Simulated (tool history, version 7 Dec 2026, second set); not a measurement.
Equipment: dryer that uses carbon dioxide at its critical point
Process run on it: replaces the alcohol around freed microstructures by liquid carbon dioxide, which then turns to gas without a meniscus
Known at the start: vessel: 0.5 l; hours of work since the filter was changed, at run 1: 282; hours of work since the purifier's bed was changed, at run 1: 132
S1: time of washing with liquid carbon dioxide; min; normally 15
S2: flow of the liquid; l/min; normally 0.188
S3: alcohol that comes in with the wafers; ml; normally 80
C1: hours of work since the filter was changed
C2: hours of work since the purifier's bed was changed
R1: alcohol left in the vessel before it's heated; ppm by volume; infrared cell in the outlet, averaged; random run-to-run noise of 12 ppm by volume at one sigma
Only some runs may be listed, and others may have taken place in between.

run   hour  S1     S2  S3   C1   C2    R1
  1      0  15  0.188  80  282  132   877
  2   33.4  15  0.188  80  301  151   906
  3   54.8  15  0.188  80  313  163   914
  4   77.6  15  0.188  80  326  176   916
      84.7  -- inlet filter changed
  5  116.1  15  0.188  80   18  198   734
  6  137.7  15  0.188  80   30  210   740
  7  157.4  15  0.188  80   41  221   753
  8  195.6  15  0.188  80   63  243   737
  9  225.8  15  0.188  80   80  260   769
 10  255.1  15  0.239  80   97  277   218
 11  273.1  13  0.188  80  107  287  1585
 12  302.2  13  0.269  81  124  304   275
 13  338.9  15  0.247  80  145  325   191
 14  362.6  15  0.247  80  159  338   189
 15  401.5  15  0.204  98  181  360   677
 16  430.6  12  0.162  84  197  377  4444
 17  453.9  12  0.162  84  211  390  4429
 18    478  14  0.188  65  224  404   951
 19  501.5  14  0.188  65  238  417  1024
 20  538.7  15   0.23  77  259  439   305

Each row is a separate what-if for the run after 20, all from the same tool condition, not one after another. Results?
  A  554.6  13  0.195   77  268  448   ?
  B  554.6  14   0.23  108  268  448   ?
  C  554.6  15   0.23   84  268  448   ?

run    R1
  A  1476
  B   614
  C   345
Take away the tool's hidden state, keep each run's random variation, and the runs would have read:
run    R1
  A  1166
  B   449
  C   241
